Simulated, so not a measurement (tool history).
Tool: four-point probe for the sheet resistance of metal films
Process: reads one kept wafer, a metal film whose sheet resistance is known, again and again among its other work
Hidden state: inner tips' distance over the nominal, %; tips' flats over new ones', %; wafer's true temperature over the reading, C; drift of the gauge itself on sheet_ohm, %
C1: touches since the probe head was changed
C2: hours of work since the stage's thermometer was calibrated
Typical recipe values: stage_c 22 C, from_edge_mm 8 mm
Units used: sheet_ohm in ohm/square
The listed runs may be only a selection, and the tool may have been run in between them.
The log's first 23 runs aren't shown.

Run 24, day 95.471: usual settings but stage_c 21 C, from_edge_mm 52 mm; C1 116902; C2 158. Result: sheet_ohm 17.490057 ohm/square.
Run 25, day 100.212: usual settings but stage_c 21 C, from_edge_mm 52 mm; C1 119371; C2 242. Result: sheet_ohm 17.495695 ohm/square.
At day 103.171: stage's thermometer calibrated, once more.
Run 26, day 104.912: usual settings but stage_c 21 C, from_edge_mm 53 mm; C1 121807; C2 31. Result: sheet_ohm 17.444334 ohm/square.
Run 27, day 107.621: usual settings but stage_c 21 C, from_edge_mm 53 mm; C1 123218; C2 78. Result: sheet_ohm 17.452209 ohm/square.
Run 28, day 110.575: usual settings but stage_c 21 C, from_edge_mm 53 mm; C1 124757; C2 130. Result: sheet_ohm 17.453064 ohm/square.
Run 29, day 113.150: usual settings but stage_c 30 C, from_edge_mm 4 mm; C1 126097; C2 175. Result: sheet_ohm 18.358668 ohm/square.
Run 30, day 116.900: usual settings but stage_c 30 C, from_edge_mm 21 mm; C1 128050; C2 241. Result: sheet_ohm 17.502200 ohm/square.
Run 31, day 119.479: usual settings but stage_c 20 C, from_edge_mm 11 mm; C1 129393; C2 286. Result: sheet_ohm 17.580783 ohm/square.
Run 32, day 123.633: usual settings but stage_c 20 C, from_edge_mm 11 mm; C1 131557; C2 359. Result: sheet_ohm 17.576465 ohm/square.
Run 33, day 126.067: usual settings but from_edge_mm 6 mm; C1 132825; C2 402. Result: sheet_ohm 17.870700 ohm/square.
Run 34, day 131.462: usual settings but stage_c 35 C, from_edge_mm 49 mm; C1 135635; C2 497. Result: sheet_ohm 17.491670 ohm/square.
Run 35, day 134.904: usual settings but stage_c 19 C, from_edge_mm 4 mm; C1 137427; C2 557. Result: sheet_ohm 18.351548 ohm/square.
Run 36, day 138.788: usual settings but stage_c 33 C, from_edge_mm 38 mm; C1 139448; C2 625. Result: sheet_ohm 17.493482 ohm/square.
Run 37, day 141.312: usual settings but from_edge_mm 10 mm; C1 140763; C2 670. Result: sheet_ohm 17.617895 ohm/square.
Run 38, day 144.867: usual settings but stage_c 21 C, from_edge_mm 3 mm; C1 142615; C2 732. Result: sheet_ohm 19.002630 ohm/square.
Run 39, day 150.475: usual settings but stage_c 21 C, from_edge_mm 3 mm; C1 145536; C2 831. Result: sheet_ohm 19.004505 ohm/square.
Run 40, day 154.425: usual settings but stage_c 26 C, from_edge_mm 15 mm; C1 147593; C2 900. Result: sheet_ohm 17.552236 ohm/square.
Run 41, day 158.725: usual settings but stage_c 26 C, from_edge_mm 15 mm; C1 149832; C2 976. Result: sheet_ohm 17.553479 ohm/square.
Run 42, day 163.842: usual settings but stage_c 28 C, from_edge_mm 4 mm; C1 152498; C2 1065. Result: sheet_ohm 18.395621 ohm/square.
Run 43, day 167.888: usual settings but stage_c 31 C, from_edge_mm 4 mm; C1 154604; C2 1136. Result: sheet_ohm 18.400964 ohm/square.
Run 44, day 171.967: usual settings but from_edge_mm 16 mm; C1 156728; C2 1208. Result: sheet_ohm 17.553033 ohm/square.

Here are 4 independent what-if runs from the current tool condition. What would each one return?
Run A, day 175.996: usual settings but stage_c 19 C, from_edge_mm 60 mm; C1 158827; C2 1279. Result: sheet_ohm ?.
Run B, day 175.996: usual settings but stage_c 31 C, from_edge_mm 61 mm; C1 158827; C2 1279. Result: sheet_ohm ?.
Run C, day 175.996: usual settings but stage_c 26 C, from_edge_mm 12 mm; C1 158827; C2 1279. Result: sheet_ohm ?.
Run D, day 175.996: usual settings but stage_c 32 C, from_edge_mm 6 mm; C1 158827; C2 1279. Result: sheet_ohm ?.

run  sheet_ohm
  A  17.495257
  B  17.509796
  C  17.603104
  D  17.919936
Without the tool's hidden state the same runs would have given:
run  sheet_ohm
  A  17.380197
  B  17.395395
  C  17.487825
  D  17.803093
